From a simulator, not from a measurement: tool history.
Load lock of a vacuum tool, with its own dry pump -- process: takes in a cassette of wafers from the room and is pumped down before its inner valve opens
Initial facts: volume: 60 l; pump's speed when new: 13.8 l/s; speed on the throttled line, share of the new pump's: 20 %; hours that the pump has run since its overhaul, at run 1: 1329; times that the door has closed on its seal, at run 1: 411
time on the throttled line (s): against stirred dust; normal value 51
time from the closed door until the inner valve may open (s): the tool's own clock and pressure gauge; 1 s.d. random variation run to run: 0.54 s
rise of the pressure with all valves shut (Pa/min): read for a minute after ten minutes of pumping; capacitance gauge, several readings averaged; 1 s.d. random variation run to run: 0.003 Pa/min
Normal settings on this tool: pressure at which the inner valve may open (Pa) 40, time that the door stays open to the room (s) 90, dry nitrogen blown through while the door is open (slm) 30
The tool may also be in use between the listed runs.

run,hour,time on the throttled line (s),pressure at which the inner valve may open (Pa),time that the door stays open to the room (s),dry nitrogen blown through while the door is open (slm),hours that the pump has run since its overhaul,times that the door has closed on its seal,"incoming humidity of the room's air, %",time from the closed door until the inner valve may open (s),rise of the pressure with all valves shut (Pa/min)
1,0.0,51,40,90,30,1329,411,48.1,75.6,0.020
2,225.9,51,40,90,30,1555,1166,46.5,76.3,0.022
3,509.1,51,40,90,30,1838,2113,45.6,75.5,0.029
4,798.0,51,40,90,6,2127,3079,45.3,76.0,0.065
5,1091.3,51,40,90,6,2421,4059,48.2,76.4,0.067
6,1301.2,51,40,90,6,2631,4761,45.4,76.6,0.064
7,1428.2,51,40,90,6,2757,5185,44.0,77.1,0.067
8,1548.9,51,40,90,30,2878,5589,39.0,77.3,0.038
9,1816.8,51,40,90,30,3146,6485,44.4,76.9,0.039
10,2005.0,27,40,90,30,3334,7114,41.3,57.9,0.043
11,2255.5,51,40,90,30,3585,7952,43.8,77.5,0.045
12,2532.9,51,40,90,30,3862,8879,46.2,77.9,0.050
13,2669.7,51,40,90,30,3999,9336,48.5,77.1,0.053
14,2943.7,51,40,90,30,4273,10253,45.8,78.2,0.059
15,3183.9,51,40,90,30,4513,11056,43.6,78.3,0.055
16,3328.0,51,40,90,30,4657,11537,46.1,78.5,0.062
17,3533.9,51,30,90,30,4863,12226,45.1,80.0,0.061
18,3657.3,51,30,90,30,4987,12638,45.7,79.6,0.065
19,3789.9,51,30,90,30,5119,13081,47.1,80.4,0.065
20,3921.3,51,30,90,30,5251,13521,43.4,79.5,0.069
21,4159.7,59,31,91,13,5489,14318,43.0,86.7,0.088
22,4339.4,59,31,91,13,5669,14919,42.2,85.3,0.090
23,4541.4,51,40,90,10,5871,15594,44.5,80.9,0.098
24,4705.5,29,31,38,6,6035,16143,45.8,63.6,0.097
25,4944.6,29,31,38,6,6274,16942,46.0,64.8,0.097
26,5115.8,39,33,90,30,6445,17514,41.9,71.9,0.089
27,5246.0,42,40,90,43,6575,17950,46.1,72.9,0.084
28,5400.3,72,40,119,43,6730,18466,46.1,95.9,0.092
29,5543.0,51,40,33,30,6872,18943,46.8,80.5,0.083

What does the tool deliver on the next run?
30,5735.4,51,45,33,30,7065,19586,47.7,?,?

Run 30 came out at time from the closed door until the inner valve may open (s) 80.9, rise of the pressure with all valves shut (Pa/min) 0.096.
With no hidden state in the tool, this same run would have given time from the closed door until the inner valve may open (s) 75.6, rise of the pressure with all valves shut (Pa/min) 0.018.
